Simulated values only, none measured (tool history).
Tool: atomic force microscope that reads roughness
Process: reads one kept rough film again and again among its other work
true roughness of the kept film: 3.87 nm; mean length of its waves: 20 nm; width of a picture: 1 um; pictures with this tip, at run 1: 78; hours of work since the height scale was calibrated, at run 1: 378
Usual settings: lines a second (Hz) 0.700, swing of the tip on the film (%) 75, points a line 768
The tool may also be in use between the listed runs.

run   hour  lines a second (Hz)  swing of the tip on the film (%)  points a line  pictures with this tip  hours of work since the height scale was calibrated  roughness of the kept film (nm (root mean square))
  1    0.0                0.700                                75            768                      78                                                  378                                               2.301
  2   11.6                0.700                                75            768                      91                                                  383                                               2.252
  3   33.8                0.700                                64            768                     117                                                  393                                               2.242
  4   48.5                0.700                                81            768                     134                                                  399                                               2.093
  5   68.5                0.700                                81            768                     157                                                  408                                               2.034
  6   87.7                0.700                                81            290                     179                                                  417                                               1.920
  7  102.1                0.700                                81            290                     195                                                  424                                               1.898
  8  124.6                0.700                                75            768                     221                                                  434                                               1.892
  9  135.7                0.700                                75            768                     234                                                  439                                               1.868
     138.2  -- new tip fitted
 10  157.9                0.885                                75            768                      23                                                  449                                               2.482
 11  176.8                0.700                                75            768                      45                                                  457                                               2.417
 12  196.4                0.700                                75            768                      67                                                  466                                               2.348
 13  210.8                0.700                                75            768                      84                                                  472                                               2.294
 14  235.2                0.700                                58            768                     112                                                  483                                               2.247
 15  253.8                0.700                                58            768                     133                                                  492                                               2.193
 16  273.9                0.700                                58            768                     156                                                  501                                               2.126
 17  287.5                0.700                                58            768                     172                                                  507                                               2.077
 18  302.0                0.700                                58            768                     189                                                  514                                               2.034
 19  326.7                0.700                                75            768                     217                                                  525                                               1.900
 20  338.4                0.595                                75            768                     230                                                  530                                               1.888
     343.8  -- new tip fitted
 21  350.2                0.595                                75            768                       7                                                  535                                               2.612
 22  364.8                0.700                                75            768                      24                                                  542                                               2.515
 23  382.8                3.352                                89            618                      45                                                  550                                               1.831
 24  402.9                0.700                                66            394                      68                                                  559                                               2.363
 25  417.8                0.700                                65            768                      85                                                  566                                               2.329
 26  433.1                0.637                                55            768                     103                                                  572                                               2.282
 27  455.2                3.083                                58            768                     128                                                  582                                               2.086
 28  467.6                3.083                                70            291                     143                                                  588                                               1.895
 29  483.5                1.280                                82            441                     161                                                  595                                               1.900
 30  504.5                1.280                                82            441                     185                                                  605                                               1.836
 31  527.4                1.280                                82            441                     211                                                  615                                               1.791
 32  541.9                1.861                                75            768                     228                                                  622                                               1.769
     550.9  -- new tip fitted
 33  554.7                1.100                                75            958                       4                                                  627                                               2.557
 34  566.6                1.100                                75            958                      18                                                  632                                               2.504
 35  585.9                1.100                                75            958                      40                                                  641                                               2.422
 36  603.9                2.761                                88            768                      61                                                  649                                               1.906
 37  619.1                0.700                                75            703                      78                                                  656                                               2.318
 38  630.1                0.700                                85            579                      91                                                  661                                               2.229
 39  653.4                0.700                                85            579                     118                                                  672                                               2.136
 40  671.1                0.945                                68            746                     138                                                  680                                               2.139
 41  687.5                3.642                                75            378                     157                                                  687                                               1.752
 42  697.6                3.642                                71            378                     168                                                  692                                               1.783
 43  709.0                3.642                                71            378                     182                                                  697                                               1.763
 44  727.6                0.998                                83            768                     203                                                  705                                               1.859

Some steps in roughness of the kept film (nm (root mean square)) between neighbouring runs. How much of each would the tool show without its hidden state too (settings, what came in, random variation), and how much is left for the hidden state, with any gauge scatter that isn't in both results?
The hidden state here: radius of the tip, nm; height scale over the true one, %; drift of the gauge itself on roughness_nm, %.
Run 9 -> 10: lines a second (Hz) 0.700 -> 0.885, new tip fitted. roughness of the kept film (nm (root mean square)) +0.614: hidden state +0.655, all else -0.041.
Run 20 -> 21: new tip fitted. roughness of the kept film (nm (root mean square)) +0.724: hidden state +0.711, all else +0.013.
Run 22 -> 23: lines a second (Hz) 0.700 -> 3.352, swing of the tip on the film (%) 75 -> 89, points a line 768 -> 618. roughness of the kept film (nm (root mean square)) -0.684: hidden state -0.020, all else -0.664.
Run 32 -> 33: lines a second (Hz) 1.861 -> 1.100, points a line 768 -> 958, new tip fitted. roughness of the kept film (nm (root mean square)) +0.788: hidden state +0.685, all else +0.103.
